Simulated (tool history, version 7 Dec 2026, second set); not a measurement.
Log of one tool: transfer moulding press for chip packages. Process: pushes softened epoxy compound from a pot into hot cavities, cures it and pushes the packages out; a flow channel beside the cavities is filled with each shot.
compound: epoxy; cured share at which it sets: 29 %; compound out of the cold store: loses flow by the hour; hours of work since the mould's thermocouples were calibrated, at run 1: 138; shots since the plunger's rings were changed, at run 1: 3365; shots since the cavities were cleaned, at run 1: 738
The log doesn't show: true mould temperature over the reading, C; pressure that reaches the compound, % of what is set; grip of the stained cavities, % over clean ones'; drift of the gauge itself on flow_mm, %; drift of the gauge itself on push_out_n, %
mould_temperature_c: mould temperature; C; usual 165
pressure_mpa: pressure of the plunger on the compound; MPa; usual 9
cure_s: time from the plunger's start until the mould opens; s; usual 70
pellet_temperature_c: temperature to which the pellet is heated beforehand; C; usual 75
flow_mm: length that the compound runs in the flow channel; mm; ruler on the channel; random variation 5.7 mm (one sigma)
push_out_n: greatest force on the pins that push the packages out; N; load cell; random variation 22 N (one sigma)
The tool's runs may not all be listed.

run	hour	mould_temperature_c	pressure_mpa	cure_s	pellet_temperature_c	hours of work since the mould's thermocouples were calibrated	shots since the plunger's rings were changed	shots since the cavities were cleaned	incoming compound's hours out of the cold store	flow_mm	push_out_n
1	0	165	9	70	75	138	3365	738	41.9	539	1611
2	7.1	165	9	70	75	142	3456	829	26.3	567	1695
3	14.4	165	10.91	70	75	146	3549	922	42	589	1649
4	22.4	165	10.91	70	75	151	3651	1024	11.9	649	1828
5	28.1	165	9	70	75	154	3724	1097	43.8	535	1724
# hour 30.9: mould's thermocouples calibrated
# hour 37.4: cavities cleaned with cleaning compound and waxed
6	41.2	165	9	70	82	5	3846	48	16.7	579	1178
# hour 49: mould's thermocouples calibrated, once more
7	51.5	165	9	70	82	1	3952	154	9	572	1230
8	61	165	9.44	86	78	7	4073	275	9.2	597	789
9	69.5	158	7.8	102	80	11	4182	384	44.5	511	899
10	73.6	165	9	59	71	14	4233	435	47.1	529	2195
11	82.8	165	7.57	91	80	19	4351	553	19.5	519	770
12	89.3	165	7.57	91	80	22	4434	636	40.3	489	785
13	94.3	165	7.57	91	80	25	4498	700	18.1	516	816
14	102.6	165	7.57	65	80	30	4603	805	20.8	521	1931

3 ways to go on from here, each from the tool as it stands after run 14. What would each give?
A	109.6	158	8.1	88	75	34	4693	895	29.5	?	?
B	109.6	165	9	70	78	34	4693	895	17.2	?	?
C	109.6	164	7.57	54	84	34	4693	895	26.7	?	?

run	flow_mm	push_out_n
A	545	1600
B	562	1662
C	510	3015
Without the tool's hidden state the same runs would have given:
run	flow_mm	push_out_n
A	582	1023
B	601	1063
C	545	1913
